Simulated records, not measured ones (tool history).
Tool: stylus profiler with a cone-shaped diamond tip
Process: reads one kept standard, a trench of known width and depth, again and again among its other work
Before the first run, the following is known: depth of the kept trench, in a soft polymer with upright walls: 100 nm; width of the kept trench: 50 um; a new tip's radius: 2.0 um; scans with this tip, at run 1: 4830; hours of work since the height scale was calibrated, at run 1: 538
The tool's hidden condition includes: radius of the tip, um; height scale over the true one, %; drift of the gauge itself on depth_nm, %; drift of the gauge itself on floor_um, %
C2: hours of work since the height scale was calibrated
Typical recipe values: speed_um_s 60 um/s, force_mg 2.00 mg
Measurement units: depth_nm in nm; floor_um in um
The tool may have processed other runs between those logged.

run 1 day=0.000 | speed_um_s=60 force_mg=2.00 | scans_with_this_tip=4830 C2=538 | depth_nm=101.07 floor_um=48.12
run 2 day=0.825 | speed_um_s=60 force_mg=2.00 | scans_with_this_tip=4928 C2=549 | depth_nm=101.04 floor_um=48.14
run 3 day=1.404 | speed_um_s=61 force_mg=2.00 | scans_with_this_tip=4996 C2=556 | depth_nm=101.13 floor_um=48.12
run 4 day=2.200 | speed_um_s=60 force_mg=2.00 | scans_with_this_tip=5090 C2=567 | depth_nm=101.04 floor_um=48.09
run 5 day=2.608 | speed_um_s=60 force_mg=2.00 | scans_with_this_tip=5138 C2=572 | depth_nm=101.10 floor_um=48.09
run 6 day=3.458 | speed_um_s=60 force_mg=1.35 | scans_with_this_tip=5238 C2=583 | depth_nm=100.65 floor_um=48.01
run 7 day=4.079 | speed_um_s=60 force_mg=1.35 | scans_with_this_tip=5312 C2=591 | depth_nm=100.76 floor_um=48.01
run 8 day=4.833 | speed_um_s=60 force_mg=0.67 | scans_with_this_tip=5401 C2=601 | depth_nm=100.40 floor_um=47.83
run 9 day=5.425 | speed_um_s=60 force_mg=0.67 | scans_with_this_tip=5470 C2=609 | depth_nm=100.36 floor_um=47.83
run 10 day=6.233 | speed_um_s=71 force_mg=2.00 | scans_with_this_tip=5566 C2=620 | depth_nm=101.03 floor_um=48.01
run 11 day=6.654 | speed_um_s=71 force_mg=1.73 | scans_with_this_tip=5615 C2=625 | depth_nm=100.91 floor_um=47.96
run 12 day=7.175 | speed_um_s=71 force_mg=1.73 | scans_with_this_tip=5677 C2=632 | depth_nm=100.87 floor_um=47.93
run 13 day=7.846 | speed_um_s=71 force_mg=1.73 | scans_with_this_tip=5756 C2=641 | depth_nm=100.90 floor_um=47.98
run 14 day=8.646 | speed_um_s=114 force_mg=2.00 | scans_with_this_tip=5850 C2=651 | depth_nm=101.04 floor_um=47.76
run 15 day=9.225 | speed_um_s=35 force_mg=2.00 | scans_with_this_tip=5919 C2=659 | depth_nm=101.01 floor_um=48.15
run 16 day=9.792 | speed_um_s=35 force_mg=3.64 | scans_with_this_tip=5985 C2=666 | depth_nm=101.69 floor_um=48.17
run 17 day=10.662 | speed_um_s=60 force_mg=2.00 | scans_with_this_tip=6088 C2=678 | depth_nm=100.98 floor_um=48.02
run 18 day=11.608 | speed_um_s=60 force_mg=2.00 | scans_with_this_tip=6200 C2=690 | depth_nm=101.00 floor_um=47.97
run 19 day=12.046 | speed_um_s=60 force_mg=2.21 | scans_with_this_tip=6252 C2=696 | depth_nm=101.07 floor_um=48.06
run 20 day=12.704 | speed_um_s=60 force_mg=3.45 | scans_with_this_tip=6329 C2=705 | depth_nm=101.52 floor_um=48.13
run 21 day=13.567 | speed_um_s=60 force_mg=3.45 | scans_with_this_tip=6431 C2=716 | depth_nm=101.55 floor_um=48.10
run 22 day=14.162 | speed_um_s=60 force_mg=3.45 | scans_with_this_tip=6501 C2=724 | depth_nm=101.55 floor_um=48.11
run 23 day=15.092 | speed_um_s=60 force_mg=3.45 | scans_with_this_tip=6611 C2=736 | depth_nm=101.56 floor_um=48.00
run 24 day=15.954 | speed_um_s=60 force_mg=3.45 | scans_with_this_tip=6712 C2=747 | depth_nm=101.55 floor_um=48.05
run 25 day=16.746 | speed_um_s=60 force_mg=3.45 | scans_with_this_tip=6806 C2=758 | depth_nm=101.64 floor_um=48.08
run 26 day=17.208 | speed_um_s=138 force_mg=0.88 | scans_with_this_tip=6860 C2=764 | depth_nm=100.50 floor_um=47.18
-- day=17.312 height scale calibrated on a step standard
run 27 day=18.196 | speed_um_s=138 force_mg=0.88 | scans_with_this_tip=6975 C2=12 | depth_nm=100.43 floor_um=47.20
run 28 day=18.896 | speed_um_s=138 force_mg=0.88 | scans_with_this_tip=7058 C2=21 | depth_nm=100.43 floor_um=47.18
run 29 day=19.629 | speed_um_s=138 force_mg=0.88 | scans_with_this_tip=7144 C2=30 | depth_nm=100.29 floor_um=47.16
run 30 day=20.446 | speed_um_s=48 force_mg=0.88 | scans_with_this_tip=7240 C2=41 | depth_nm=100.42 floor_um=47.91
run 31 day=21.392 | speed_um_s=48 force_mg=0.88 | scans_with_this_tip=7352 C2=54 | depth_nm=100.39 floor_um=47.89
-- day=21.962 height scale calibrated on a step standard, once more
run 32 day=22.062 | speed_um_s=20 force_mg=0.88 | scans_with_this_tip=7429 C2=1 | depth_nm=100.76 floor_um=48.12
run 33 day=22.883 | speed_um_s=20 force_mg=0.88 | scans_with_this_tip=7526 C2=12 | depth_nm=100.69 floor_um=48.09
run 34 day=23.704 | speed_um_s=20 force_mg=0.88 | scans_with_this_tip=7622 C2=23 | depth_nm=100.61 floor_um=48.08
run 35 day=24.254 | speed_um_s=74 force_mg=0.81 | scans_with_this_tip=7687 C2=30 | depth_nm=100.58 floor_um=47.65
run 36 day=24.733 | speed_um_s=74 force_mg=0.81 | scans_with_this_tip=7744 C2=36 | depth_nm=100.64 floor_um=47.59
run 37 day=25.221 | speed_um_s=74 force_mg=0.81 | scans_with_this_tip=7801 C2=43 | depth_nm=100.64 floor_um=47.63
run 38 day=25.925 | speed_um_s=17 force_mg=2.74 | scans_with_this_tip=7884 C2=52 | depth_nm=101.49 floor_um=48.17
run 39 day=26.450 | speed_um_s=17 force_mg=2.74 | scans_with_this_tip=7946 C2=59 | depth_nm=101.47 floor_um=48.17
run 40 day=27.029 | speed_um_s=55 force_mg=5.33 | scans_with_this_tip=8015 C2=67 | depth_nm=102.40 floor_um=48.10
run 41 day=27.858 | speed_um_s=75 force_mg=2.15 | scans_with_this_tip=8113 C2=77 | depth_nm=101.29 floor_um=47.86
run 42 day=28.583 | speed_um_s=225 force_mg=1.33 | scans_with_this_tip=8198 C2=87 | depth_nm=100.78 floor_um=46.83
run 43 day=29.371 | speed_um_s=40 force_mg=0.81 | scans_with_this_tip=8291 C2=97 | depth_nm=100.52 floor_um=47.91
run 44 day=29.829 | speed_um_s=40 force_mg=0.81 | scans_with_this_tip=8345 C2=103 | depth_nm=100.69 floor_um=47.92
run 45 day=30.617 | speed_um_s=101 force_mg=2.05 | scans_with_this_tip=8438 C2=114 | depth_nm=101.28 floor_um=47.74
run 46 day=31.033 | speed_um_s=144 force_mg=2.05 | scans_with_this_tip=8487 C2=119 | depth_nm=101.20 floor_um=47.46
run 47 day=31.992 | speed_um_s=144 force_mg=2.05 | scans_with_this_tip=8600 C2=132 | depth_nm=101.26 floor_um=47.45

Branching from run 47: 3 alternative next runs. What would each branch give?
run A day=32.946 | speed_um_s=17 force_mg=2.05 | scans_with_this_tip=8713 C2=144 | depth_nm=? floor_um=?
run B day=32.946 | speed_um_s=25 force_mg=5.04 | scans_with_this_tip=8713 C2=144 | depth_nm=? floor_um=?
run C day=32.946 | speed_um_s=140 force_mg=2.92 | scans_with_this_tip=8713 C2=144 | depth_nm=? floor_um=?

run=A depth_nm=101.15 floor_um=48.09
run=B depth_nm=102.36 floor_um=48.10
run=C depth_nm=101.60 floor_um=47.56
Take away the tool's hidden state, keep each run's random variation, and the runs would have read:
run=A depth_nm=101.25 floor_um=48.64
run=B depth_nm=102.46 floor_um=48.64
run=C depth_nm=101.70 floor_um=48.11
